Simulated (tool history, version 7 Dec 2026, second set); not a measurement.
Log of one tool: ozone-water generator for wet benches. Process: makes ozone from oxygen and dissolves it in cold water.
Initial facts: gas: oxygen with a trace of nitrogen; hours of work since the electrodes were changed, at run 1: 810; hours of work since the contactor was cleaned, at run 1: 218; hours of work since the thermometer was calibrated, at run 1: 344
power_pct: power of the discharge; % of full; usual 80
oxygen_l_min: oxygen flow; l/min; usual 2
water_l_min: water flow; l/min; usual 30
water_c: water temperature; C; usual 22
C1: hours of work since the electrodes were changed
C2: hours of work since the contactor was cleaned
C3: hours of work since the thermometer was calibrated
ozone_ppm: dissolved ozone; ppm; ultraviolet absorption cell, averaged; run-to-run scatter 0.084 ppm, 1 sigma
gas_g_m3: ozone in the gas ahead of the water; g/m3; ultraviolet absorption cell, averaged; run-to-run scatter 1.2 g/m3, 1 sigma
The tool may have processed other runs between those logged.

run 1 hour=0 | power_pct=80 oxygen_l_min=2 water_l_min=30 water_c=22 | C1=810 C2=218 C3=344 | ozone_ppm=6.93 gas_g_m3=211.9
run 2 hour=30.8 | power_pct=80 oxygen_l_min=2 water_l_min=21 water_c=22 | C1=835 C2=243 C3=369 | ozone_ppm=10.22 gas_g_m3=209.4
run 3 hour=73.4 | power_pct=80 oxygen_l_min=2 water_l_min=21 water_c=22 | C1=870 C2=278 C3=404 | ozone_ppm=10.08 gas_g_m3=208.6
run 4 hour=110.2 | power_pct=80 oxygen_l_min=2 water_l_min=21 water_c=22 | C1=900 C2=308 C3=434 | ozone_ppm=10.1 gas_g_m3=209.7
run 5 hour=151.3 | power_pct=80 oxygen_l_min=2 water_l_min=32 water_c=22 | C1=934 C2=341 C3=467 | ozone_ppm=6.53 gas_g_m3=209.5
run 6 hour=190.9 | power_pct=80 oxygen_l_min=2.3 water_l_min=30 water_c=22 | C1=966 C2=374 C3=500 | ozone_ppm=7.25 gas_g_m3=191.8
run 7 hour=226 | power_pct=80 oxygen_l_min=2 water_l_min=30 water_c=22 | C1=994 C2=402 C3=528 | ozone_ppm=6.98 gas_g_m3=208.7
run 8 hour=250 | power_pct=80 oxygen_l_min=2 water_l_min=30 water_c=22 | C1=1014 C2=422 C3=548 | ozone_ppm=6.92 gas_g_m3=208.4
run 9 hour=268.6 | power_pct=80 oxygen_l_min=2 water_l_min=30 water_c=22 | C1=1029 C2=437 C3=563 | ozone_ppm=7.02 gas_g_m3=209.6
run 10 hour=297.2 | power_pct=80 oxygen_l_min=2 water_l_min=30 water_c=22 | C1=1053 C2=460 C3=586 | ozone_ppm=6.8 gas_g_m3=207.4
run 11 hour=335.8 | power_pct=80 oxygen_l_min=2 water_l_min=30 water_c=22 | C1=1084 C2=492 C3=618 | ozone_ppm=6.86 gas_g_m3=208.1
run 12 hour=356.2 | power_pct=80 oxygen_l_min=2.09 water_l_min=30 water_c=22 | C1=1101 C2=508 C3=635 | ozone_ppm=6.92 gas_g_m3=203.6
run 13 hour=389.6 | power_pct=80 oxygen_l_min=2 water_l_min=30 water_c=16 | C1=1128 C2=536 C3=662 | ozone_ppm=7.12 gas_g_m3=208.1
run 14 hour=425.4 | power_pct=80 oxygen_l_min=2 water_l_min=41 water_c=16 | C1=1157 C2=565 C3=691 | ozone_ppm=4.92 gas_g_m3=207
run 15 hour=464.7 | power_pct=80 oxygen_l_min=2 water_l_min=31 water_c=16 | C1=1189 C2=597 C3=723 | ozone_ppm=6.86 gas_g_m3=207.5
run 16 hour=499.5 | power_pct=80 oxygen_l_min=2 water_l_min=31 water_c=16 | C1=1218 C2=625 C3=751 | ozone_ppm=6.79 gas_g_m3=206.9
run 17 hour=542 | power_pct=80 oxygen_l_min=2 water_l_min=31 water_c=16 | C1=1252 C2=660 C3=786 | ozone_ppm=6.85 gas_g_m3=206.6
run 18 hour=566 | power_pct=68 oxygen_l_min=2 water_l_min=31 water_c=18 | C1=1272 C2=679 C3=806 | ozone_ppm=5.98 gas_g_m3=181.8
run 19 hour=604.6 | power_pct=68 oxygen_l_min=2 water_l_min=31 water_c=18 | C1=1303 C2=711 C3=837 | ozone_ppm=5.86 gas_g_m3=179
run 20 hour=631.6 | power_pct=61 oxygen_l_min=2 water_l_min=43 water_c=18 | C1=1325 C2=733 C3=859 | ozone_ppm=3.86 gas_g_m3=164.9
run 21 hour=654.9 | power_pct=61 oxygen_l_min=2 water_l_min=43 water_c=18 | C1=1344 C2=752 C3=878 | ozone_ppm=3.77 gas_g_m3=165.4
run 22 hour=691 | power_pct=57 oxygen_l_min=2.4 water_l_min=19 water_c=16 | C1=1374 C2=781 C3=908 | ozone_ppm=8.8 gas_g_m3=139.5
run 23 hour=717.2 | power_pct=57 oxygen_l_min=2.4 water_l_min=19 water_c=16 | C1=1395 C2=803 C3=929 | ozone_ppm=9.06 gas_g_m3=139.8
run 24 hour=751.4 | power_pct=45 oxygen_l_min=2.4 water_l_min=36 water_c=16 | C1=1423 C2=831 C3=957 | ozone_ppm=3.81 gas_g_m3=113.8
run 25 hour=784.2 | power_pct=72 oxygen_l_min=1.41 water_l_min=34 water_c=25 | C1=1450 C2=857 C3=984 | ozone_ppm=5.04 gas_g_m3=235
run 26 hour=823.1 | power_pct=49 oxygen_l_min=2.89 water_l_min=32 water_c=24 | C1=1482 C2=889 C3=1015 | ozone_ppm=4.41 gas_g_m3=111.1
run 27 hour=851 | power_pct=49 oxygen_l_min=2.89 water_l_min=32 water_c=24 | C1=1504 C2=912 C3=1038 | ozone_ppm=4.36 gas_g_m3=111
run 28 hour=893.8 | power_pct=49 oxygen_l_min=2 water_l_min=30 water_c=22 | C1=1539 C2=947 C3=1073 | ozone_ppm=4.56 gas_g_m3=137.5
run 29 hour=925.4 | power_pct=80 oxygen_l_min=1.34 water_l_min=30 water_c=26 | C1=1565 C2=973 C3=1099 | ozone_ppm=6.15 gas_g_m3=264.8
run 30 hour=954.6 | power_pct=80 oxygen_l_min=1.05 water_l_min=35 water_c=22 | C1=1589 C2=997 C3=1123 | ozone_ppm=4.83 gas_g_m3=303.1
run 31 hour=980.4 | power_pct=80 oxygen_l_min=1.05 water_l_min=35 water_c=22 | C1=1610 C2=1018 C3=1144 | ozone_ppm=4.86 gas_g_m3=308.2
run 32 hour=1001 | power_pct=80 oxygen_l_min=1.05 water_l_min=35 water_c=22 | C1=1627 C2=1034 C3=1161 | ozone_ppm=4.94 gas_g_m3=306.7

Consider 5 possible next runs. They are alternatives, not a sequence: every one starts from the tool as it was left by run 32. What does each give?
run A hour=1023.5 | power_pct=61 oxygen_l_min=2 water_l_min=30 water_c=22 | C1=1645 C2=1053 C3=1179 | ozone_ppm=? gas_g_m3=?
run B hour=1023.5 | power_pct=96 oxygen_l_min=1.36 water_l_min=30 water_c=22 | C1=1645 C2=1053 C3=1179 | ozone_ppm=? gas_g_m3=?
run C hour=1023.5 | power_pct=80 oxygen_l_min=2 water_l_min=30 water_c=15 | C1=1645 C2=1053 C3=1179 | ozone_ppm=? gas_g_m3=?
run D hour=1023.5 | power_pct=80 oxygen_l_min=1.05 water_l_min=35 water_c=23 | C1=1645 C2=1053 C3=1179 | ozone_ppm=? gas_g_m3=?
run E hour=1023.5 | power_pct=87 oxygen_l_min=2 water_l_min=30 water_c=22 | C1=1645 C2=1053 C3=1179 | ozone_ppm=? gas_g_m3=?

run=A ozone_ppm=5.41 gas_g_m3=165.5
run=B ozone_ppm=7.16 gas_g_m3=304.6
run=C ozone_ppm=6.99 gas_g_m3=206.4
run=D ozone_ppm=4.92 gas_g_m3=306.3
run=E ozone_ppm=7.38 gas_g_m3=220.8
Had the tool no hidden state, the same runs would have come out as:
run=A ozone_ppm=5.58 gas_g_m3=168.4
run=B ozone_ppm=7.44 gas_g_m3=312.1
run=C ozone_ppm=7.25 gas_g_m3=210.8
run=D ozone_ppm=5.09 gas_g_m3=312.9
run=E ozone_ppm=7.65 gas_g_m3=225.9

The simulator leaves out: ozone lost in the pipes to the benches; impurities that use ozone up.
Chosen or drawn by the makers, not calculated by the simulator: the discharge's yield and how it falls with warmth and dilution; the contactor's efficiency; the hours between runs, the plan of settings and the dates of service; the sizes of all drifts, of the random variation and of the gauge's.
